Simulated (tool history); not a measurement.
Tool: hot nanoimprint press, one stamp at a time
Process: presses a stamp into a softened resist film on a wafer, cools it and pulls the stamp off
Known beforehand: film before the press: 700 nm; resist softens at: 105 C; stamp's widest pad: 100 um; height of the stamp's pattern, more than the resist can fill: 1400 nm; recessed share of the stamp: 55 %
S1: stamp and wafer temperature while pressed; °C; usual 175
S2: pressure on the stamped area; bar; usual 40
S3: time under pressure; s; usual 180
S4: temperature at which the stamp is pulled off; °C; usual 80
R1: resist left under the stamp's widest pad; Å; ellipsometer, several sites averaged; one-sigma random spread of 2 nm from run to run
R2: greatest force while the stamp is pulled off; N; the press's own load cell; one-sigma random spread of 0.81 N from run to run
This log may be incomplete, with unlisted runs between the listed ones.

run   hour   S1    S2   S3  S4    R1     R2
  1      0  175    40  180  80  3139  135.8
  2   21.1  175    40  180  80  3143  135.3
  3   39.7  175    40  180  80  3178  134.7
      58.2  -- stamp cleaned and given a new release coat
  4   68.1  175    40  349  80  2454  129.7
  5   90.2  175  35.7  180  80  3295  130.4
  6    114  175  35.7  357  80  2543  130.2
  7  135.3  175  35.7  357  80  2548  129.2
  8  149.6  175  35.7  357  80  2530  130.1
  9  165.6  175  35.7  164  80  3376  130.7
     170.7  -- plate thermocouple calibrated
 10  186.2  175  35.7  164  80  3357  131.6
 11  200.1  175    40  246  80  2724  131.7
 12  211.8  175    40  246  80  2725  131.5
     229.2  -- plate thermocouple calibrated, once more
 13    234  175    40  246  80  2844  133.7
 14  254.4  175    40  246  80  2854    134
 15    269  175    40  246  80  2859    134
 16    284  176  61.5  180  80  2441  133.6
 17  296.9  176  61.5  180  80  2458  134.7
 18  308.9  173  61.5  180  66  2856  157.2
 19  334.1  175    40  180  65  3158  158.5
 20  351.4  175    40   98  84  3913  129.3
     369.1  -- stamp cleaned and given a new release coat
 21  379.5  175    40  180  81  3168  128.7
 22  399.5  175    40   97  72  3920  143.5
 23  412.6  175    40   97  72  3906  143.7
 24  430.7  175  27.4   97  72  4528  143.3
 25  452.6  175  27.4   97  72  4503  143.2
 26  478.1  184  32.8   94  72  2913  144.2
 27  497.4  184  32.8   94  72  2922  144.8
 28  511.1  184  32.8   94  72  2931  145.8
 29    535  184  32.8   94  72  2895  145.4
 30  553.6  184  32.8   94  72  2910  145.1

Here are 4 independent what-if runs from the current tool condition. What would each one return?
  A  568.2  178  32.8   94  72   ?   ?
  B  568.2  175  47.7  180  80   ?   ?
  C  568.2  173    40  290  80   ?   ?
  D  568.2  175  51.2  226  72   ?   ?

run    R1     R2
  A  3765  145.2
  B  2901  134.3
  C  2879  132.6
  D  2555  146.9
The same runs, with their run-to-run variation unchanged, on a tool lacking any hidden condition would have given:
run    R1     R2
  A  3842  141.5
  B  2960    131
  C  2948  129.3
  D  2606  143.1
